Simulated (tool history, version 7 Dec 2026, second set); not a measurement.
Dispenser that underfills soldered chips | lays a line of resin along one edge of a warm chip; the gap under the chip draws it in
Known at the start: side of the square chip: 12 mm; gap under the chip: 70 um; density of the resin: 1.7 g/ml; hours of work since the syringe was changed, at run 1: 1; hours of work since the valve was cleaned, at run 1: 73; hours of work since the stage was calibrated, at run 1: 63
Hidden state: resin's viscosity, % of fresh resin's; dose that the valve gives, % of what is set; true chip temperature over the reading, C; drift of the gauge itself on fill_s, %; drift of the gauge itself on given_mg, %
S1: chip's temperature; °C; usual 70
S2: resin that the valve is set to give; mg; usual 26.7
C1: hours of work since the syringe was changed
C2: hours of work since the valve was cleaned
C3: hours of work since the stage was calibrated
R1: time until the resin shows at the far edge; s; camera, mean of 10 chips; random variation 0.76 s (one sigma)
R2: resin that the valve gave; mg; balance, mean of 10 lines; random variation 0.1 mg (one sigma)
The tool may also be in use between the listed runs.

Run 1, hour 0: usual settings; C1 1; C2 73; C3 63. Result: R1 74.7 s, R2 25.27 mg.
Run 2, hour 4.8: usual settings but S1 72 °C; C1 5; C2 76; C3 66. Result: R1 91.5 s, R2 25.33 mg.
At hour 8: new syringe of resin.
Run 3, hour 11: usual settings but S1 72 °C; C1 2; C2 81; C3 71. Result: R1 76.4 s, R2 24.97 mg.
Run 4, hour 16.7: usual settings but S1 72 °C; C1 6; C2 85; C3 75. Result: R1 101.4 s, R2 24.98 mg.
At hour 17.7: new syringe of resin.
Run 5, hour 21.1: usual settings; C1 2; C2 88; C3 78. Result: R1 80.4 s, R2 25.22 mg.
Run 6, hour 26.7: usual settings; C1 7; C2 92; C3 82. Result: R1 108.2 s, R2 25.02 mg.
At hour 27.5: new syringe of resin.
At hour 31.1: dispensing valve cleaned and set on the balance.
Run 7, hour 31.3: usual settings; C1 2; C2 0; C3 84. Result: R1 79.5 s, R2 26.59 mg.
Run 8, hour 34: usual settings; C1 4; C2 2; C3 86. Result: R1 89.5 s, R2 26.61 mg.
At hour 38: new syringe of resin.
Run 9, hour 40.6: usual settings; C1 2; C2 7; C3 91. Result: R1 77.6 s, R2 26.52 mg.
Run 10, hour 46.8: usual settings; C1 6; C2 11; C3 95. Result: R1 106 s, R2 26.62 mg.
At hour 47.7: new syringe of resin.
Run 11, hour 49.9: usual settings; C1 2; C2 13; C3 97. Result: R1 76.6 s, R2 26.46 mg.
Run 12, hour 54.8: usual settings but S2 23 mg; C1 5; C2 17; C3 101. Result: R1 101.6 s, R2 22.87 mg.
At hour 57.6: new syringe of resin.
Run 13, hour 61.2: usual settings but S2 23 mg; C1 3; C2 21; C3 105. Result: R1 85.2 s, R2 22.58 mg.
At hour 67.5: new syringe of resin.
Run 14, hour 68.1: usual settings but S2 23 mg; C1 0; C2 26; C3 110. Result: R1 70.9 s, R2 22.67 mg.
Run 15, hour 74.5: usual settings; C1 5; C2 31; C3 115. Result: R1 97.9 s, R2 26.07 mg.
At hour 77.3: new syringe of resin.
Run 16, hour 78.8: usual settings; C1 1; C2 34; C3 118. Result: R1 73 s, R2 26.08 mg.
Run 17, hour 84.7: usual settings; C1 5; C2 38; C3 122. Result: R1 100.2 s, R2 26.06 mg.
At hour 87: new syringe of resin.
Run 18, hour 89.2: usual settings but S1 69 °C, S2 30.9 mg; C1 2; C2 41; C3 125. Result: R1 78 s, R2 30.13 mg.
Run 19, hour 93.7: usual settings but S1 69 °C, S2 30.9 mg; C1 5; C2 44; C3 129. Result: R1 99.6 s, R2 30.18 mg.
At hour 96.9: new syringe of resin.
Run 20, hour 98.1: usual settings but S2 24.7 mg; C1 1; C2 47; C3 132. Result: R1 73.1 s, R2 23.88 mg.
Run 21, hour 101.7: usual settings but S1 56 °C, S2 25.6 mg; C1 3; C2 50; C3 134. Result: R1 144.9 s, R2 24.91 mg.
Run 22, hour 105.4: usual settings but S1 56 °C, S2 25.6 mg; C1 6; C2 53; C3 137. Result: R1 177.5 s, R2 24.81 mg.
At hour 106.6: new syringe of resin.
Run 23, hour 110: usual settings but S1 56 °C, S2 25.6 mg; C1 3; C2 56; C3 140. Result: R1 136.5 s, R2 24.71 mg.
Run 24, hour 115.1: usual settings but S1 57 °C, S2 25 mg; C1 6; C2 60; C3 144. Result: R1 168.5 s, R2 24.12 mg.
At hour 116.2: new syringe of resin.
Run 25, hour 121.3: usual settings but S1 57 °C, S2 25 mg; C1 4; C2 64; C3 148. Result: R1 142.7 s, R2 24.01 mg.
Run 26, hour 124.4: usual settings but S1 57 °C, S2 25 mg; C1 6; C2 66; C3 150. Result: R1 163.8 s, R2 23.93 mg.
At hour 125.7: new syringe of resin.
Run 27, hour 128.3: usual settings but S1 57 °C, S2 25 mg; C1 2; C2 69; C3 153. Result: R1 125.7 s, R2 23.89 mg.
Run 28, hour 131.1: usual settings but S1 58 °C, S2 31.8 mg; C1 4; C2 71; C3 155. Result: R1 134.6 s, R2 30.57 mg.
At hour 135.4: new syringe of resin.
Run 29, hour 137.6: usual settings but S1 74 °C, S2 32.8 mg; C1 2; C2 75; C3 160. Result: R1 65.8 s, R2 31.17 mg.
Run 30, hour 140.5: usual settings but S1 74 °C, S2 32.8 mg; C1 4; C2 77; C3 162. Result: R1 76 s, R2 31.15 mg.
At hour 145: new syringe of resin.
Run 31, hour 146.6: usual settings but S1 69 °C, S2 26.9 mg; C1 1; C2 82; C3 166. Result: R1 77.8 s, R2 25.6 mg.
Run 32, hour 153.1: usual settings but S1 56 °C, S2 29.7 mg; C1 6; C2 86; C3 171. Result: R1 169.7 s, R2 28.06 mg.
At hour 154.6: new syringe of resin.
Run 33, hour 159.7: usual settings but S1 59 °C, S2 30.5 mg; C1 4; C2 91; C3 175. Result: R1 130.1 s, R2 28.79 mg.

How the hidden state differs across the entries between the runs, from the last listed run before each to the first after it:
Between runs 2 and 3: new syringe of resin (hour 8)
  resin's viscosity, % of fresh resin's: 141.4 -> 117; dose that the valve gives, % of what is set: 94.65 -> 94.38; true chip temperature over the reading, C: 0.46 -> 0.49
  measured less the result without the state, R1: +26.5 -> +10.6 s; R2: -1.43 -> -1.49 mg
Between runs 4 and 5: new syringe of resin (hour 17.7)
  resin's viscosity, % of fresh resin's: 158 -> 117.2; dose that the valve gives, % of what is set: 94.1 -> 93.91; true chip temperature over the reading, C: 0.52 -> 0.54
  measured less the result without the state, R1: +36.8 -> +11.1 s; R2: -1.56 -> -1.64 mg
Between runs 6 and 7: new syringe of resin (hour 27.5); dispensing valve cleaned and set on the balance (hour 31.1)
  resin's viscosity, % of fresh resin's: 157.3 -> 115.3; dose that the valve gives, % of what is set: 93.66 -> 99.96; true chip temperature over the reading, C: 0.56 -> 0.58
  measured less the result without the state, R1: +38.7 -> +9.2 s; R2: -1.69 -> -0.01 mg
Between runs 8 and 9: new syringe of resin (hour 38)
  resin's viscosity, % of fresh resin's: 132.8 -> 113.5; dose that the valve gives, % of what is set: 99.83 -> 99.54; true chip temperature over the reading, C: 0.59 -> 0.62
  measured less the result without the state, R1: +20.7 -> +7.8 s; R2: -0.05 -> -0.12 mg
Between runs 10 and 11: new syringe of resin (hour 47.7)
  resin's viscosity, % of fresh resin's: 156.7 -> 111.7; dose that the valve gives, % of what is set: 99.25 -> 99.11; true chip temperature over the reading, C: 0.64 -> 0.65
  measured less the result without the state, R1: +36.9 -> +6.6 s; R2: -0.2 -> -0.24 mg
Between runs 12 and 13: new syringe of resin (hour 57.6)
  resin's viscosity, % of fresh resin's: 145 -> 121.8; dose that the valve gives, % of what is set: 98.88 -> 98.6; true chip temperature over the reading, C: 0.68 -> 0.71
  measured less the result without the state, R1: +30.1 -> +13.8 s; R2: -0.26 -> -0.32 mg
Between runs 13 and 14: new syringe of resin (hour 67.5)
  resin's viscosity, % of fresh resin's: 121.8 -> 103; dose that the valve gives, % of what is set: 98.6 -> 98.3; true chip temperature over the reading, C: 0.71 -> 0.74
  measured less the result without the state, R1: +13.8 -> +0.6 s; R2: -0.32 -> -0.39 mg
Between runs 15 and 16: new syringe of resin (hour 77.3)
  resin's viscosity, % of fresh resin's: 144.6 -> 108.1; dose that the valve gives, % of what is set: 98 -> 97.81; true chip temperature over the reading, C: 0.76 -> 0.78
  measured less the result without the state, R1: +28.6 -> +3.8 s; R2: -0.53 -> -0.58 mg
Between runs 17 and 18: new syringe of resin (hour 87)
  resin's viscosity, % of fresh resin's: 147.4 -> 112.6; dose that the valve gives, % of what is set: 97.55 -> 97.37; true chip temperature over the reading, C: 0.81 -> 0.82
  measured less the result without the state, R1: +30.5 -> +6.9 s; R2: -0.65 -> -0.82 mg
Between runs 19 and 20: new syringe of resin (hour 96.9)
  resin's viscosity, % of fresh resin's: 142 -> 106.7; dose that the valve gives, % of what is set: 97.16 -> 96.96; true chip temperature over the reading, C: 0.84 -> 0.86
  measured less the result without the state, R1: +27.5 -> +3 s; R2: -0.88 -> -0.75 mg
Between runs 22 and 23: new syringe of resin (hour 106.6)
  resin's viscosity, % of fresh resin's: 156.3 -> 121.4; dose that the valve gives, % of what is set: 96.62 -> 96.41; true chip temperature over the reading, C: 0.89 -> 0.91
  measured less the result without the state, R1: +60.9 -> +21 s; R2: -0.87 -> -0.92 mg
Between runs 24 and 25: new syringe of resin (hour 116.2)
  resin's viscosity, % of fresh resin's: 158.2 -> 131.1; dose that the valve gives, % of what is set: 96.17 -> 95.89; true chip temperature over the reading, C: 0.93 -> 0.96
  measured less the result without the state, R1: +59.3 -> +30.8 s; R2: -0.96 -> -1.03 mg
Between runs 26 and 27: new syringe of resin (hour 125.7)
  resin's viscosity, % of fresh resin's: 154.2 -> 114.1; dose that the valve gives, % of what is set: 95.74 -> 95.58; true chip temperature over the reading, C: 0.97 -> 0.99
  measured less the result without the state, R1: +54.6 -> +12.5 s; R2: -1.06 -> -1.1 mg
Between runs 28 and 29: new syringe of resin (hour 135.4)
  resin's viscosity, % of fresh resin's: 132.6 -> 113.3; dose that the valve gives, % of what is set: 95.45 -> 95.15; true chip temperature over the reading, C: 1 -> 1.03
  measured less the result without the state, R1: +29.5 -> +5.8 s; R2: -1.45 -> -1.59 mg
Between runs 30 and 31: new syringe of resin (hour 145)
  resin's viscosity, % of fresh resin's: 131.3 -> 110.3; dose that the valve gives, % of what is set: 95.02 -> 94.76; true chip temperature over the reading, C: 1.04 -> 1.07
  measured less the result without the state, R1: +16.1 -> +5.3 s; R2: -1.63 -> -1.41 mg
Between runs 32 and 33: new syringe of resin (hour 154.6)
  resin's viscosity, % of fresh resin's: 155.3 -> 134.5; dose that the valve gives, % of what is set: 94.46 -> 94.15; true chip temperature over the reading, C: 1.1 -> 1.13
  measured less the result without the state, R1: +56.5 -> +29.8 s; R2: -1.65 -> -1.78 mg
